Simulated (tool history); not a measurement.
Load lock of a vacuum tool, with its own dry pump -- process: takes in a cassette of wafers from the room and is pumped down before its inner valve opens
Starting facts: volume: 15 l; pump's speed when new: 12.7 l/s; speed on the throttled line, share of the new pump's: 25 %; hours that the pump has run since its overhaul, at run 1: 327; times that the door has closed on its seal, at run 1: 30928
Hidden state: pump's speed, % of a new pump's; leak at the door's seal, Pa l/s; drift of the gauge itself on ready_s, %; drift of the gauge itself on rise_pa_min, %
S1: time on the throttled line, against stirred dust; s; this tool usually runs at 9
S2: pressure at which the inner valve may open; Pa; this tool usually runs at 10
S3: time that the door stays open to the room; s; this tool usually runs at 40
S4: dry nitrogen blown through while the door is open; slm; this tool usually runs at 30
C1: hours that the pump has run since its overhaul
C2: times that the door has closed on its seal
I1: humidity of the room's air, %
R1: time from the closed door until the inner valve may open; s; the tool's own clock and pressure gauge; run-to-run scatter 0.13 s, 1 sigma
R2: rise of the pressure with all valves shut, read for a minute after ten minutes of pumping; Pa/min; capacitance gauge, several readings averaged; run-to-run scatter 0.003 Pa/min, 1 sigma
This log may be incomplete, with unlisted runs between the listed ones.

run 1 hour=0.0 | S1=9 S2=10 S3=40 S4=30 | C1=327 C2=30928 | I1=40.9 | R1=17.7 R2=0.036
-- hour=57.8 door's seal changed, seat wiped
run 2 hour=229.4 | S1=9 S2=10 S3=40 S4=30 | C1=555 C2=809 | I1=44.7 | R1=17.7 R2=0.042
run 3 hour=347.1 | S1=9 S2=10 S3=40 S4=30 | C1=673 C2=1364 | I1=44.5 | R1=17.9 R2=0.035
run 4 hour=588.0 | S1=9 S2=10 S3=40 S4=30 | C1=914 C2=2501 | I1=45.8 | R1=17.7 R2=0.044
run 5 hour=838.2 | S1=9 S2=10 S3=40 S4=30 | C1=1164 C2=3682 | I1=44.6 | R1=17.9 R2=0.034
run 6 hour=989.3 | S1=9 S2=10 S3=40 S4=30 | C1=1315 C2=4394 | I1=46.4 | R1=17.8 R2=0.042
run 7 hour=1204.1 | S1=9 S2=19 S3=40 S4=30 | C1=1530 C2=5408 | I1=47.8 | R1=17.0 R2=0.037
run 8 hour=1444.7 | S1=9 S2=19 S3=40 S4=30 | C1=1770 C2=6543 | I1=45.9 | R1=17.0 R2=0.032
run 9 hour=1612.1 | S1=9 S2=10 S3=35 S4=30 | C1=1938 C2=7333 | I1=47.0 | R1=17.9 R2=0.038
run 10 hour=1843.8 | S1=9 S2=10 S3=40 S4=33 | C1=2170 C2=8426 | I1=48.3 | R1=17.6 R2=0.033
run 11 hour=2003.1 | S1=9 S2=10 S3=40 S4=33 | C1=2329 C2=9178 | I1=46.1 | R1=17.7 R2=0.035
run 12 hour=2232.0 | S1=9 S2=10 S3=40 S4=33 | C1=2558 C2=10258 | I1=44.9 | R1=17.8 R2=0.039
run 13 hour=2485.5 | S1=9 S2=10 S3=40 S4=41 | C1=2811 C2=11454 | I1=43.3 | R1=17.7 R2=0.027
run 14 hour=2636.1 | S1=9 S2=10 S3=40 S4=30 | C1=2962 C2=12165 | I1=47.7 | R1=17.8 R2=0.034
run 15 hour=2819.9 | S1=6 S2=10 S3=40 S4=30 | C1=3146 C2=13033 | I1=43.2 | R1=15.5 R2=0.036
run 16 hour=3022.2 | S1=6 S2=10 S3=40 S4=30 | C1=3348 C2=13987 | I1=38.8 | R1=15.6 R2=0.035
run 17 hour=3224.4 | S1=9 S2=10 S3=40 S4=30 | C1=3550 C2=14941 | I1=47.3 | R1=17.7 R2=0.048
run 18 hour=3368.5 | S1=9 S2=10 S3=40 S4=5 | C1=3694 C2=15621 | I1=48.9 | R1=17.8 R2=0.086
run 19 hour=3591.0 | S1=5 S2=10 S3=40 S4=30 | C1=3917 C2=16671 | I1=42.5 | R1=15.0 R2=0.030
run 20 hour=3786.8 | S1=5 S2=10 S3=40 S4=30 | C1=4113 C2=17595 | I1=48.8 | R1=14.9 R2=0.038
run 21 hour=3942.1 | S1=5 S2=14 S3=103 S4=23 | C1=4268 C2=18328 | I1=43.2 | R1=14.4 R2=0.052
run 22 hour=4153.9 | S1=5 S2=7 S3=103 S4=4 | C1=4480 C2=19327 | I1=44.9 | R1=14.9 R2=0.108
run 23 hour=4327.1 | S1=5 S2=10 S3=95 S4=30 | C1=4653 C2=20144 | I1=43.0 | R1=14.7 R2=0.048
run 24 hour=4435.3 | S1=5 S2=10 S3=95 S4=30 | C1=4761 C2=20655 | I1=43.2 | R1=14.8 R2=0.041
run 25 hour=4622.0 | S1=5 S2=10 S3=29 S4=30 | C1=4948 C2=21536 | I1=43.7 | R1=14.8 R2=0.035
run 26 hour=4793.3 | S1=9 S2=14 S3=178 S4=30 | C1=5119 C2=22344 | I1=48.7 | R1=17.0 R2=0.052
run 27 hour=4913.5 | S1=8 S2=11 S3=178 S4=30 | C1=5239 C2=22911 | I1=47.5 | R1=16.8 R2=0.054
run 28 hour=5041.4 | S1=8 S2=11 S3=182 S4=38 | C1=5367 C2=23515 | I1=45.1 | R1=16.8 R2=0.040
run 29 hour=5186.7 | S1=9 S2=17 S3=68 S4=30 | C1=5513 C2=24201 | I1=46.7 | R1=16.9 R2=0.045
run 30 hour=5377.1 | S1=6 S2=11 S3=29 S4=5 | C1=5703 C2=25099 | I1=43.1 | R1=15.4 R2=0.071
run 31 hour=5600.6 | S1=6 S2=11 S3=29 S4=5 | C1=5926 C2=26153 | I1=42.0 | R1=15.7 R2=0.065
run 32 hour=5722.7 | S1=6 S2=11 S3=29 S4=5 | C1=6048 C2=26729 | I1=45.2 | R1=15.2 R2=0.072
run 33 hour=5898.0 | S1=6 S2=11 S3=29 S4=5 | C1=6224 C2=27557 | I1=42.8 | R1=15.2 R2=0.068
run 34 hour=6023.9 | S1=6 S2=11 S3=29 S4=5 | C1=6350 C2=28151 | I1=45.9 | R1=15.4 R2=0.076
run 35 hour=6274.6 | S1=13 S2=10 S3=118 S4=40 | C1=6600 C2=29334 | I1=46.2 | R1=20.7 R2=0.040

What would each run have given without the hidden state, its run-to-run variation left as it was?
run=1 R2=0.033
run=2 R2=0.042
run=3 R2=0.035
run=4 R2=0.044
run=5 R2=0.034
run=6 R2=0.041
run=7 R2=0.037
run=8 R2=0.032
run=9 R2=0.038
run=10 R2=0.033
run=11 R2=0.035
run=12 R2=0.039
run=13 R2=0.026
run=14 R2=0.033
run=15 R2=0.035
run=16 R2=0.035
run=17 R2=0.047
run=18 R2=0.085
run=19 R2=0.029
run=20 R2=0.037
run=21 R2=0.051
run=22 R2=0.107
run=23 R2=0.047
run=24 R2=0.040
run=25 R2=0.034
run=26 R2=0.051
run=27 R2=0.052
run=28 R2=0.039
run=29 R2=0.043
run=30 R2=0.069
run=31 R2=0.064
run=32 R2=0.070
run=33 R2=0.066
run=34 R2=0.074
run=35 R2=0.038
R1: as measured in every run.
